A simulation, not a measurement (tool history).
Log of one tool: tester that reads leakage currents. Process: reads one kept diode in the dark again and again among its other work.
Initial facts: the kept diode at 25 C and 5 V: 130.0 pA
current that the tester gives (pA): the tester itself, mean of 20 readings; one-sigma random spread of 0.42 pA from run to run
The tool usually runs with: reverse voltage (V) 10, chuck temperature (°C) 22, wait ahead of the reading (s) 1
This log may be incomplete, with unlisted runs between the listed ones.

run   hour  reverse voltage (V)  chuck temperature (°C)  wait ahead of the reading (s)  current that the tester gives (pA)
  1      0                   10                      22                              1                              159.87
  2   25.8                   10                      22                           0.43                               161.9
  3     43                   10                      22                           0.43                              161.39
  4   62.9                   10                      22                           0.43                              162.49
  5   79.4                   10                      22                              1                              159.57
  6   98.9                   10                      22                              1                              161.24
  7  128.9                   10                      22                              1                              161.43
  8    158                   10                      22                              1                              163.33
  9  174.3                   10                      22                              1                              162.45
 10  188.3                  2.9                      22                              1                               97.25
 11  205.7                  2.9                      33                              1                              214.96
 12  221.1                   10                      22                              1                              162.37
 13  248.1                   10                      22                              1                              163.36
 14  274.6                   10                      22                              1                              163.83
 15  304.4                   10                      22                           1.86                              162.96
 16  323.8                   10                      27                           0.93                              236.16
 17  355.4                   10                      22                           9.63                              163.41
 18    382                   10                      22                           9.63                              164.38
 19  410.7                   10                      22                           9.63                              164.83
 20    430                  2.6                      24                           0.72                              110.76
 21  457.6                  2.6                      24                           0.72                              110.57
 22  474.6                  5.7                      24                           0.72                              153.48
 23  497.9                  5.7                      24                           0.72                              153.59
 24  522.7                   12                      41                           1.87                              677.06
 25  550.2                  3.7                      30                           9.29                               197.9
 26    582                  1.3                      22                              1                               72.81
     589.4  -- chuck's temperature calibrated
 27  608.3                  1.3                      32                           2.07                              126.52
 28  624.5                  6.3                      25                           0.35                              147.94

4 options for the next run, each taken on its own from the tool as it stands now. Forecast them:
  A  646.2                  9.3                      54                           0.77                                   ?
  B  646.2                 12.1                      23                           0.35                                   ?
  C  646.2                 15.9                      33                           4.68                                   ?
  D  646.2                  7.8                      35                           2.98                                   ?

run  current that the tester gives (pA)
  A                             1209.78
  B                               168.1
  C                              377.52
  D                              326.95
Had the tool no hidden state, the same runs would have come out as:
run  current that the tester gives (pA)
  A                             1195.02
  B                              164.17
  C                              370.55
  D                              321.83

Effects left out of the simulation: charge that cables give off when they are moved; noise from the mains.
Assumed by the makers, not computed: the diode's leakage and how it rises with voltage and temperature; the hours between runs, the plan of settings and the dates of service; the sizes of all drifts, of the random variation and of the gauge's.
